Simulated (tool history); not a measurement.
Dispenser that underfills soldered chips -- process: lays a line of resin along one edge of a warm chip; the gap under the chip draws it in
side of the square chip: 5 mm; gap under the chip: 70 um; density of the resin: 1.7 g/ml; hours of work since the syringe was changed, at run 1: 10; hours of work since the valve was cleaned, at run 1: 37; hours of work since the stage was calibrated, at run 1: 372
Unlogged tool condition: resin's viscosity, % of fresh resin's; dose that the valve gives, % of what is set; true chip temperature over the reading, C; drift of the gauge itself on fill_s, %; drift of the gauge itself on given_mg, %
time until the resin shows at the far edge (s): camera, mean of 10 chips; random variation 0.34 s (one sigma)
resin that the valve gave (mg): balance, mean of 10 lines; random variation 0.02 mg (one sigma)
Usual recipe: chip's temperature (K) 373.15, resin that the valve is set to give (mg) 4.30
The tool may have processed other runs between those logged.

run,hour,chip's temperature (K),resin that the valve is set to give (mg),hours of work since the syringe was changed,hours of work since the valve was cleaned,hours of work since the stage was calibrated,time until the resin shows at the far edge (s),resin that the valve gave (mg)
1,0.0,373.15,4.30,10,37,372,26.8,4.18
# hour 1.2: new syringe of resin
2,14.0,373.15,4.30,10,48,383,27.4,4.16
# hour 15.5: new syringe of resin
# hour 28.5: dispensing valve cleaned and set on the balance
3,29.2,373.15,4.30,10,0,393,27.9,4.27
# hour 31.0: new syringe of resin
# hour 44.2: new syringe of resin
4,46.3,358.15,4.30,2,13,406,29.7,4.29
5,53.5,358.15,4.30,7,19,412,43.3,4.27
# hour 57.9: new syringe of resin
6,61.0,358.15,4.30,2,24,417,30.2,4.24
# hour 71.1: new syringe of resin
7,77.1,361.15,4.66,5,37,430,31.4,4.59
# hour 80.7: stage's temperature calibrated
# hour 86.1: new syringe of resin
8,95.1,361.15,4.66,7,50,11,42.7,4.53
# hour 99.6: new syringe of resin
# hour 107.6: dispensing valve cleaned and set on the balance
9,110.0,371.15,4.26,7,2,21,28.4,4.28
# hour 114.5: new syringe of resin
10,126.0,380.15,4.30,9,14,34,20.6,4.27

Here are 5 independent what-if runs from the current tool condition. What would each one return?
# hour 128.5: new syringe of resin
A,137.2,372.15,5.19,7,22,42,?,?
# hour 128.5: new syringe of resin
B,137.2,373.15,3.71,7,22,42,?,?
# hour 128.5: new syringe of resin
C,137.2,383.15,5.41,7,22,42,?,?
# hour 128.5: new syringe of resin
D,137.2,364.15,4.44,7,22,42,?,?
# hour 128.5: new syringe of resin
E,137.2,382.15,4.33,7,22,42,?,?

run,time until the resin shows at the far edge (s),resin that the valve gave (mg)
A,25.4,5.10
B,25.6,3.67
C,15.3,5.35
D,37.1,4.35
E,16.3,4.26
The same runs, with their run-to-run variation unchanged, on a tool lacking any hidden condition would have given:
run,time until the resin shows at the far edge (s),resin that the valve gave (mg)
A,15.8,5.18
B,15.9,3.73
C,9.4,5.43
D,22.9,4.43
E,9.9,4.33
